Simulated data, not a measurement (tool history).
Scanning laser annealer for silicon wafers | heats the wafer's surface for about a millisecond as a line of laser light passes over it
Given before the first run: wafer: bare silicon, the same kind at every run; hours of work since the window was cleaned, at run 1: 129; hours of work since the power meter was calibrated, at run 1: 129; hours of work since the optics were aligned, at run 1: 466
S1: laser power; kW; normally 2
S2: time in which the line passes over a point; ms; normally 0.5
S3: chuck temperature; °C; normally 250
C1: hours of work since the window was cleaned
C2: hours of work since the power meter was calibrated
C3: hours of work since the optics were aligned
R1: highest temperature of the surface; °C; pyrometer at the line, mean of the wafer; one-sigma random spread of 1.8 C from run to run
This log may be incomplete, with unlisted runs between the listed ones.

run 1 hour=0 | S1=2 S2=0.5 S3=250 | C1=129 C2=129 C3=466 | R1=941
run 2 hour=80.7 | S1=2 S2=0.5 S3=250 | C1=168 C2=168 C3=505 | R1=940
run 3 hour=165.3 | S1=2 S2=0.5 S3=250 | C1=209 C2=209 C3=546 | R1=939
run 4 hour=205.2 | S1=2 S2=0.369 S3=250 | C1=229 C2=229 C3=566 | R1=831
run 5 hour=250.2 | S1=2 S2=0.369 S3=250 | C1=250 C2=250 C3=588 | R1=831
run 6 hour=299.2 | S1=2 S2=0.556 S3=250 | C1=274 C2=274 C3=611 | R1=968
run 7 hour=347.2 | S1=2 S2=0.556 S3=250 | C1=297 C2=297 C3=635 | R1=972
run 8 hour=405.1 | S1=1.772 S2=0.48 S3=250 | C1=326 C2=326 C3=663 | R1=836
-- hour=412 laser's power meter calibrated
run 9 hour=492.4 | S1=1.772 S2=0.48 S3=250 | C1=366 C2=39 C3=704 | R1=832
run 10 hour=533.1 | S1=1.772 S2=0.48 S3=250 | C1=386 C2=59 C3=723 | R1=829
run 11 hour=602.6 | S1=1.772 S2=0.386 S3=241 | C1=420 C2=92 C3=757 | R1=754
run 12 hour=674.8 | S1=1.772 S2=0.386 S3=241 | C1=455 C2=128 C3=792 | R1=753
run 13 hour=754.6 | S1=1.757 S2=0.397 S3=283 | C1=494 C2=166 C3=831 | R1=796

Hidden condition of the tool, last listed run before each entry between runs versus first listed run after:
Runs 8 to 9: laser's power meter calibrated (hour 412)
  light that passes the window, % of a clean one's: 97.22 -> 96.86; laser's true power over the reading, %: 0.12 -> 0.16; width of the line over the set one, %: 0.84 -> 0.9
  measured minus no-state result, R1: -19 -> -22 °C

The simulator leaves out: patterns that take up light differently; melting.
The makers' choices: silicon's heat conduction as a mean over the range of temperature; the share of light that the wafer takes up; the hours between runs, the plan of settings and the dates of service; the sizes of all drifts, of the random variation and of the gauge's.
